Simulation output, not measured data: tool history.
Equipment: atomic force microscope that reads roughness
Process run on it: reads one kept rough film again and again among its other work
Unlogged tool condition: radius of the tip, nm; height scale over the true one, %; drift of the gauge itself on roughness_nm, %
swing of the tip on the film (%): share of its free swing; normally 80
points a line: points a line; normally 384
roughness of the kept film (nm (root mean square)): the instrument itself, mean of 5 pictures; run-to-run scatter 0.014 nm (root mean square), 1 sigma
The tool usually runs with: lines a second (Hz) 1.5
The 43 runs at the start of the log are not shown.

run    hour  lines a second (Hz)  swing of the tip on the film (%)  points a line  pictures with this tip  hours of work since the height scale was calibrated  roughness of the kept film (nm (root mean square))
     1469.2  -- new tip fitted
 44  1471.5                 1.03                                64           1004                       3                                                  875                                               3.793
 45  1504.7                 0.59                                88            872                      51                                                  889                                               3.302
 46  1531.9                 0.89                                76            580                      90                                                  901                                               3.098
 47  1576.5                 1.03                                55            557                     154                                                  919                                               2.868
 48  1601.9                 1.07                                77            384                     191                                                  930                                               2.551
 49    1632                 2.36                                61            471                     234                                                  943                                               2.427
 50    1660                 2.36                                61            471                     275                                                  955                                               2.281
 51  1694.6                 2.36                                61            471                     324                                                  970                                               2.124
     1701.9  -- new tip fitted
 52  1741.1                 1.27                                80            384                      56                                                  989                                                3.17

Forecast each of these 3 alternatives for the next run:
  A  1772.1                 0.74                                80            384                     101                                                 1002                                                   ?
  B  1772.1                 2.28                                60            357                     101                                                 1002                                                   ?
  C  1772.1                  1.3                                71            259                     101                                                 1002                                                   ?

run  roughness of the kept film (nm (root mean square))
  A                                               3.006
  B                                               2.981
  C                                               2.952
Stripped of hidden state, with their random variation kept, the same runs would have yielded:
run  roughness of the kept film (nm (root mean square))
  A                                               3.682
  B                                               3.652
  C                                               3.615

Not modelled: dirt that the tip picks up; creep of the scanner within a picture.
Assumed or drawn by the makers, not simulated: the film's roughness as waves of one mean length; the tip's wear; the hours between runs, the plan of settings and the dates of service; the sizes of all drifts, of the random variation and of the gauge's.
